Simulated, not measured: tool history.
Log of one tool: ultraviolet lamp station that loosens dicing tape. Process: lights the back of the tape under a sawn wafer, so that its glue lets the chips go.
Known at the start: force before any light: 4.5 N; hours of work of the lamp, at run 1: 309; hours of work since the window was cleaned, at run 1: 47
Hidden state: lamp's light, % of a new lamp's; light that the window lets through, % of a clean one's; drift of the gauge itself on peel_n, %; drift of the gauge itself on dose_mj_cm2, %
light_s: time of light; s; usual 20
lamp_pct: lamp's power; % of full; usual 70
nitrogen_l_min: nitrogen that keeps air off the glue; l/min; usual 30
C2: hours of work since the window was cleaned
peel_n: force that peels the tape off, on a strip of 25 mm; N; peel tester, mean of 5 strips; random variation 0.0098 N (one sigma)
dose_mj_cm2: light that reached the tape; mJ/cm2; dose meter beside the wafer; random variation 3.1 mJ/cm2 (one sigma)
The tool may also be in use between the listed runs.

{"run": 1, "day": 0.0, "light_s": 20, "lamp_pct": 70, "nitrogen_l_min": 30, "hours of work of the lamp": 309, "C2": 47, "peel_n": 0.5, "dose_mj_cm2": 448}
{"run": 2, "day": 0.254, "light_s": 20, "lamp_pct": 70, "nitrogen_l_min": 30, "hours of work of the lamp": 313, "C2": 51, "peel_n": 0.496, "dose_mj_cm2": 447}
{"run": 3, "day": 0.658, "light_s": 20, "lamp_pct": 70, "nitrogen_l_min": 30, "hours of work of the lamp": 320, "C2": 58, "peel_n": 0.486, "dose_mj_cm2": 442}
{"run": 4, "day": 1.088, "light_s": 20, "lamp_pct": 88, "nitrogen_l_min": 30, "hours of work of the lamp": 327, "C2": 65, "peel_n": 0.353, "dose_mj_cm2": 557}
{"run": 5, "day": 1.404, "light_s": 20, "lamp_pct": 70, "nitrogen_l_min": 12, "hours of work of the lamp": 332, "C2": 71, "peel_n": 0.699, "dose_mj_cm2": 446}
{"run": 6, "day": 1.725, "light_s": 20, "lamp_pct": 70, "nitrogen_l_min": 24, "hours of work of the lamp": 338, "C2": 76, "peel_n": 0.54, "dose_mj_cm2": 443}
{"run": 7, "day": 2.125, "light_s": 20, "lamp_pct": 70, "nitrogen_l_min": 57, "hours of work of the lamp": 345, "C2": 83, "peel_n": 0.418, "dose_mj_cm2": 440}
{"run": 8, "day": 2.462, "light_s": 20, "lamp_pct": 70, "nitrogen_l_min": 57, "hours of work of the lamp": 350, "C2": 88, "peel_n": 0.405, "dose_mj_cm2": 438}
{"run": 9, "day": 2.692, "light_s": 20, "lamp_pct": 70, "nitrogen_l_min": 30, "hours of work of the lamp": 354, "C2": 92, "peel_n": 0.52, "dose_mj_cm2": 440}
{"run": 10, "day": 2.958, "light_s": 20, "lamp_pct": 67, "nitrogen_l_min": 30, "hours of work of the lamp": 358, "C2": 97, "peel_n": 0.55, "dose_mj_cm2": 416}
{"run": 11, "day": 3.229, "light_s": 20, "lamp_pct": 67, "nitrogen_l_min": 30, "hours of work of the lamp": 363, "C2": 101, "peel_n": 0.56, "dose_mj_cm2": 413}
{"run": 12, "day": 3.675, "light_s": 20, "lamp_pct": 67, "nitrogen_l_min": 18, "hours of work of the lamp": 370, "C2": 109, "peel_n": 0.682, "dose_mj_cm2": 419}
{"run": 13, "day": 3.967, "light_s": 20, "lamp_pct": 70, "nitrogen_l_min": 30, "hours of work of the lamp": 375, "C2": 113, "peel_n": 0.489, "dose_mj_cm2": 435}
{"run": 14, "day": 4.425, "light_s": 30, "lamp_pct": 70, "nitrogen_l_min": 13, "hours of work of the lamp": 383, "C2": 121, "peel_n": 0.366, "dose_mj_cm2": 653}
{"run": 15, "day": 4.854, "light_s": 26, "lamp_pct": 70, "nitrogen_l_min": 24, "hours of work of the lamp": 390, "C2": 128, "peel_n": 0.364, "dose_mj_cm2": 561}
{"run": 16, "day": 5.279, "light_s": 25, "lamp_pct": 70, "nitrogen_l_min": 29, "hours of work of the lamp": 397, "C2": 135, "peel_n": 0.346, "dose_mj_cm2": 532}
{"run": 17, "day": 5.746, "light_s": 25, "lamp_pct": 70, "nitrogen_l_min": 29, "hours of work of the lamp": 405, "C2": 143, "peel_n": 0.371, "dose_mj_cm2": 530}
{"run": 18, "day": 6.062, "light_s": 25, "lamp_pct": 70, "nitrogen_l_min": 29, "hours of work of the lamp": 410, "C2": 148, "peel_n": 0.356, "dose_mj_cm2": 531}
{"run": 19, "day": 6.288, "light_s": 20, "lamp_pct": 81, "nitrogen_l_min": 30, "hours of work of the lamp": 414, "C2": 152, "peel_n": 0.416, "dose_mj_cm2": 502}
{"run": 20, "day": 6.562, "light_s": 20, "lamp_pct": 81, "nitrogen_l_min": 30, "hours of work of the lamp": 419, "C2": 157, "peel_n": 0.406, "dose_mj_cm2": 493}
{"run": 21, "day": 6.983, "light_s": 20, "lamp_pct": 81, "nitrogen_l_min": 30, "hours of work of the lamp": 426, "C2": 164, "peel_n": 0.414, "dose_mj_cm2": 496}
{"run": 22, "day": 7.488, "light_s": 20, "lamp_pct": 81, "nitrogen_l_min": 30, "hours of work of the lamp": 434, "C2": 172, "peel_n": 0.417, "dose_mj_cm2": 494}
{"run": 23, "day": 7.738, "light_s": 30, "lamp_pct": 78, "nitrogen_l_min": 18, "hours of work of the lamp": 438, "C2": 176, "peel_n": 0.287, "dose_mj_cm2": 705}
{"run": 24, "day": 8.092, "light_s": 12, "lamp_pct": 67, "nitrogen_l_min": 19, "hours of work of the lamp": 444, "C2": 182, "peel_n": 1.372, "dose_mj_cm2": 240}
{"run": 25, "day": 8.579, "light_s": 20, "lamp_pct": 77, "nitrogen_l_min": 32, "hours of work of the lamp": 452, "C2": 190, "peel_n": 0.466, "dose_mj_cm2": 466}

3 ways to go on from here, each from the tool as it stands after run 25. What would each give?
{"run": "A", "day": 8.821, "light_s": 11, "lamp_pct": 70, "nitrogen_l_min": 10, "hours of work of the lamp": 456, "C2": 194, "peel_n": "?", "dose_mj_cm2": "?"}
{"run": "B", "day": 8.821, "light_s": 33, "lamp_pct": 77, "nitrogen_l_min": 17, "hours of work of the lamp": 456, "C2": 194, "peel_n": "?", "dose_mj_cm2": "?"}
{"run": "C", "day": 8.821, "light_s": 20, "lamp_pct": 77, "nitrogen_l_min": 13, "hours of work of the lamp": 456, "C2": 194, "peel_n": "?", "dose_mj_cm2": "?"}

run=A peel_n=1.69 dose_mj_cm2=229
run=B peel_n=0.257 dose_mj_cm2=758
run=C peel_n=0.629 dose_mj_cm2=462
Without the tool's hidden state the same runs would have given:
run=A peel_n=1.46 dose_mj_cm2=266
run=B peel_n=0.219 dose_mj_cm2=878
run=C peel_n=0.493 dose_mj_cm2=535
